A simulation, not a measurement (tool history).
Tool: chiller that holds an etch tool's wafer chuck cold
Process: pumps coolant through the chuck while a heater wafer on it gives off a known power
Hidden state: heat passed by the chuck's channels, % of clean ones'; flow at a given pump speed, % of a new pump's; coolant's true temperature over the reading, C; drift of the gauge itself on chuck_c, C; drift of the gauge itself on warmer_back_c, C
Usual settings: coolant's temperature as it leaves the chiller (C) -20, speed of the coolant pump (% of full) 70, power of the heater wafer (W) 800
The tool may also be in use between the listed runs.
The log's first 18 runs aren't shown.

| run | hour | coolant's temperature as it leaves the chiller (C) | speed of the coolant pump (% of full) | power of the heater wafer (W) | hours since the coolant was changed and the channels were flushed | hours since the pump was overhauled | hours since the chiller's thermometer was calibrated | chuck's temperature once it has settled (C) | how much warmer the coolant comes back (C) |
|---|---|---|---|---|---|---|---|---|---|
| 19 | 434.3 | -20 | 69 | 800 | 2431 | 1335 | 2829 | -8.6 | 4.52 |
| 20 | 458.9 | -20 | 69 | 800 | 2456 | 1359 | 2853 | -8.8 | 4.60 |
| 21 | 480.2 | -20 | 70 | 825 | 2477 | 1381 | 2875 | -8.4 | 4.60 |
| 22 | 510.6 | -28 | 98 | 800 | 2507 | 1411 | 2905 | -19.9 | 3.05 |
| 23 | 530.5 | -22 | 82 | 533 | 2527 | 1431 | 2925 | -15.4 | 2.52 |
| 24 | 546.0 | -27 | 70 | 800 | 2543 | 1446 | 2940 | -15.8 | 4.51 |
| 25 | 572.3 | -27 | 70 | 800 | 2569 | 1473 | 2967 | -15.6 | 4.50 |
| 26 | 588.5 | -20 | 90 | 993 | 2585 | 1489 | 2983 | -9.0 | 4.17 |
| 27 | 610.5 | -20 | 90 | 993 | 2607 | 1511 | 3005 | -9.1 | 4.17 |
| 28 | 641.5 | -20 | 90 | 993 | 2638 | 1542 | 3036 | -9.1 | 4.22 |
| 29 | 666.1 | -20 | 70 | 639 | 2663 | 1567 | 3060 | -11.0 | 3.55 |
| 30 | 683.5 | -27 | 96 | 595 | 2680 | 1584 | 3078 | -20.7 | 2.34 |
| 31 | 703.1 | -20 | 81 | 1079 | 2700 | 1604 | 3097 | -6.8 | 5.22 |

3 ways to go on from here, each from the tool as it stands after run 31. What would each give?
| A | 721.0 | -17 | 81 | 1079 | 2718 | 1622 | 3115 | ? | ? |
| B | 721.0 | -17 | 81 | 828 | 2718 | 1622 | 3115 | ? | ? |
| C | 721.0 | -20 | 81 | 1079 | 2718 | 1622 | 3115 | ? | ? |

| run | chuck's temperature once it has settled (C) | how much warmer the coolant comes back (C) |
|---|---|---|
| A | -3.7 | 5.14 |
| B | -6.7 | 3.98 |
| C | -6.6 | 5.19 |
Without the tool's hidden state the same runs would have given:
| run | chuck's temperature once it has settled (C) | how much warmer the coolant comes back (C) |
|---|---|---|
| A | -6.0 | 4.89 |
| B | -8.6 | 3.79 |
| C | -8.9 | 4.93 |
